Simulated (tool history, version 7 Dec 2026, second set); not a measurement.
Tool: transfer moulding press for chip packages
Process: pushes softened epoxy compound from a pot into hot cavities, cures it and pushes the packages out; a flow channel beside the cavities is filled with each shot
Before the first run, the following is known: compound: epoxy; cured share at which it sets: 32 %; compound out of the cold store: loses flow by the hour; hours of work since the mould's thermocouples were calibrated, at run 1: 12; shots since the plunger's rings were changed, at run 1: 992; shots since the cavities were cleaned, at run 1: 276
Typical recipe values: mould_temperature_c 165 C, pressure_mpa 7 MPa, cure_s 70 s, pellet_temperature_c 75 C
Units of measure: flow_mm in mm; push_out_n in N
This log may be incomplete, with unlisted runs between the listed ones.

| run | hour | mould_temperature_c | pressure_mpa | cure_s | pellet_temperature_c | hours of work since the mould's thermocouples were calibrated | shots since the plunger's rings were changed | shots since the cavities were cleaned | incoming compound's hours out of the cold store | flow_mm | push_out_n |
|---|---|---|---|---|---|---|---|---|---|---|---|
| 1 | 0 | 165 | 7 | 70 | 75 | 12 | 992 | 276 | 33.7 | 664 | 464 |
|  | 13.2 | cavities cleaned with cleaning compound and waxed |
| 2 | 30.6 | 165 | 7 | 70 | 75 | 29 | 1366 | 224 | 26.6 | 674 | 441 |
|  | 47 | cavities cleaned with cleaning compound and waxed |
| 3 | 57.1 | 165 | 7 | 70 | 65 | 44 | 1688 | 130 | 14.9 | 693 | 431 |
|  | 80.7 | cavities cleaned with cleaning compound and waxed |
| 4 | 80.7 | 165 | 7 | 70 | 65 | 57 | 1972 | 0 | 34.2 | 653 | 355 |
| 5 | 107.8 | 165 | 7 | 70 | 65 | 72 | 2321 | 349 | 19.5 | 673 | 488 |
|  | 114.6 | cavities cleaned with cleaning compound and waxed |
| 6 | 125.2 | 165 | 7 | 56 | 65 | 81 | 2526 | 137 | 17.4 | 676 | 638 |
|  | 148.7 | cavities cleaned with cleaning compound and waxed |
|  | 153.3 | plunger's sealing rings changed |
| 7 | 154.7 | 165 | 7 | 56 | 65 | 96 | 18 | 45 | 38.2 | 667 | 547 |
| 8 | 181.3 | 165 | 7 | 56 | 65 | 112 | 361 | 388 | 26.9 | 684 | 720 |
|  | 185.5 | cavities cleaned with cleaning compound and waxed |
| 9 | 204.9 | 165 | 7 | 61 | 65 | 124 | 645 | 250 | 24.7 | 684 | 575 |
|  | 220.5 | cavities cleaned with cleaning compound and waxed |
| 10 | 228.1 | 165 | 7 | 61 | 65 | 137 | 924 | 97 | 34.6 | 666 | 492 |
|  | 256.1 | cavities cleaned with cleaning compound and waxed |
| 11 | 257.5 | 165 | 8.67 | 61 | 65 | 153 | 1284 | 19 | 19.8 | 761 | 465 |
| 12 | 271.6 | 166 | 8.67 | 61 | 65 | 161 | 1465 | 200 | 30.7 | 734 | 499 |
|  | 290.8 | cavities cleaned with cleaning compound and waxed |
| 13 | 294.8 | 166 | 8.67 | 61 | 65 | 174 | 1744 | 51 | 27.5 | 738 | 433 |
| 14 | 309.5 | 166 | 8.67 | 61 | 65 | 182 | 1933 | 240 | 15.4 | 756 | 535 |
|  | 326.3 | cavities cleaned with cleaning compound and waxed |
| 15 | 328.4 | 166 | 8.67 | 61 | 65 | 192 | 2157 | 27 | 9.2 | 766 | 446 |
| 16 | 355.6 | 166 | 8.67 | 61 | 65 | 208 | 2507 | 377 | 33.3 | 712 | 535 |
|  | 360.1 | cavities cleaned with cleaning compound and waxed |
| 17 | 370.7 | 166 | 8.67 | 61 | 65 | 216 | 2682 | 136 | 25.9 | 733 | 478 |
|  | 385.5 | plunger's sealing rings changed |
| 18 | 387.1 | 173 | 7 | 70 | 75 | 224 | 20 | 314 | 37.7 | 633 | 408 |
|  | 396.4 | cavities cleaned with cleaning compound and waxed |
| 19 | 411.9 | 161 | 5.69 | 68 | 84 | 238 | 321 | 200 | 37.6 | 606 | 543 |
|  | 430.3 | cavities cleaned with cleaning compound and waxed |
| 20 | 442 | 165 | 8.58 | 70 | 75 | 254 | 688 | 150 | 11.7 | 780 | 397 |
|  | 464.6 | cavities cleaned with cleaning compound and waxed |
| 21 | 467.6 | 165 | 6.08 | 70 | 81 | 268 | 998 | 38 | 20.8 | 636 | 370 |
| 22 | 488.3 | 158 | 6.08 | 70 | 81 | 280 | 1264 | 304 | 22.7 | 654 | 726 |
|  | 498.9 | cavities cleaned with cleaning compound and waxed |
| 23 | 514.7 | 170 | 8.73 | 88 | 71 | 294 | 1585 | 204 | 20.1 | 744 | 383 |
|  | 534.8 | cavities cleaned with cleaning compound and waxed |
| 24 | 543.9 | 167 | 5.28 | 88 | 71 | 311 | 1942 | 118 | 21.5 | 579 | 366 |
|  | 570 | cavities cleaned with cleaning compound and waxed |
| 25 | 574.4 | 167 | 8.71 | 59 | 82 | 327 | 2314 | 55 | 39.2 | 706 | 423 |
| 26 | 594.2 | 167 | 7.46 | 94 | 80 | 339 | 2569 | 310 | 31.3 | 661 | 408 |
|  | 603.8 | cavities cleaned with cleaning compound and waxed |
| 27 | 610.4 | 165 | 8.01 | 79 | 69 | 347 | 2759 | 85 | 9.3 | 734 | 365 |

4 ways to go on from here, each from the tool as it stands after run 27. What would each give?
|  | 618.8 | plunger's sealing rings changed |
| A | 634.3 | 158 | 7 | 70 | 75 | 360 | 199 | 359 | 15.9 | ? | ? |
|  | 618.8 | plunger's sealing rings changed |
| B | 634.3 | 164 | 7 | 95 | 74 | 360 | 199 | 359 | 42.7 | ? | ? |
|  | 618.8 | plunger's sealing rings changed |
| C | 634.3 | 165 | 7 | 65 | 70 | 360 | 199 | 359 | 12.7 | ? | ? |
|  | 618.8 | plunger's sealing rings changed |
| D | 634.3 | 165 | 6.11 | 62 | 68 | 360 | 199 | 359 | 23.2 | ? | ? |

| run | flow_mm | push_out_n |
|---|---|---|
| A | 725 | 780 |
| B | 657 | 425 |
| C | 706 | 539 |
| D | 645 | 552 |
Without the tool's hidden state the same runs would have given:
| run | flow_mm | push_out_n |
|---|---|---|
| A | 732 | 625 |
| B | 663 | 318 |
| C | 712 | 423 |
| D | 651 | 435 |

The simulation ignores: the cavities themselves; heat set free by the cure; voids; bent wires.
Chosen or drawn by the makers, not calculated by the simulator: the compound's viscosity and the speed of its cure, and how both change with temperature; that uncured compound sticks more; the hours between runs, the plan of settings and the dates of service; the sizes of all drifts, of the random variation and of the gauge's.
